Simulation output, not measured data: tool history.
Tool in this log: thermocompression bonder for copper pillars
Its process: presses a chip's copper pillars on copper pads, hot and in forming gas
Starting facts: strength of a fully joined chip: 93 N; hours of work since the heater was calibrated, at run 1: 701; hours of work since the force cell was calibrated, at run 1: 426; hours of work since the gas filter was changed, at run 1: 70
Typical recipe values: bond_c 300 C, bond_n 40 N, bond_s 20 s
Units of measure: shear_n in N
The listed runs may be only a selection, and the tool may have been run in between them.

run,hour,bond_c,bond_n,bond_s,hours of work since the heater was calibrated,hours of work since the force cell was calibrated,hours of work since the gas filter was changed,shear_n
1,0,300,40,20,701,426,70,33.2
2,38,300,40,20,724,448,92,32.3
3,66.9,300,40,20,740,465,109,32
4,88.2,300,40,20,753,477,122,31.9
5,125.3,300,40,20,774,499,143,31.4
6,151.4,280,40,20,789,514,158,23.7
7,183.7,300,40,20,808,533,177,30.6
# hour 204.8: forming gas filter changed
8,210.5,300,40,20,823,548,3,32
9,229.6,300,57,20,834,559,14,38.8
10,250.1,300,40,20,846,571,26,32.4
11,290.1,300,40,20,869,594,49,32.1
# hour 294.2: heater calibrated with a thermocouple chip
12,316.8,300,40,20,13,608,64,30.9
13,351.7,300,40,20,33,629,84,29.4
14,382,300,26,26,51,646,102,25.3
15,417.6,300,26,26,72,667,122,26
16,437,300,53,27,83,678,134,38.5
17,468.6,300,27,34,101,696,152,28.7
18,504.1,300,27,34,122,717,172,27.7
19,526.2,298,28,34,135,730,185,28.6
# hour 532.2: forming gas filter changed
# hour 537.6: heater calibrated with a thermocouple chip, once more
20,548.6,298,53,59,6,741,8,56.9
21,585,282,45,11,27,763,29,22.8
22,612,314,49,55,43,778,45,63
23,651.2,300,27,20,66,801,68,27.8
24,677.9,300,35,20,81,816,83,31.5
25,717.4,300,29,25,104,839,106,30.4
26,745.7,278,51,20,121,856,123,28.3

Predict each of these 3 candidate next runs independently; none follows another, all start after run 26:
A,775.9,295,40,41,138,873,140,?
B,775.9,276,25,20,138,873,140,?
C,775.9,277,40,20,138,873,140,?

run,shear_n
A,41.4
B,18
C,24.6
Stripped of hidden state, with their random variation kept, the same runs would have yielded:
run,shear_n
A,46.1
B,20.5
C,27.7

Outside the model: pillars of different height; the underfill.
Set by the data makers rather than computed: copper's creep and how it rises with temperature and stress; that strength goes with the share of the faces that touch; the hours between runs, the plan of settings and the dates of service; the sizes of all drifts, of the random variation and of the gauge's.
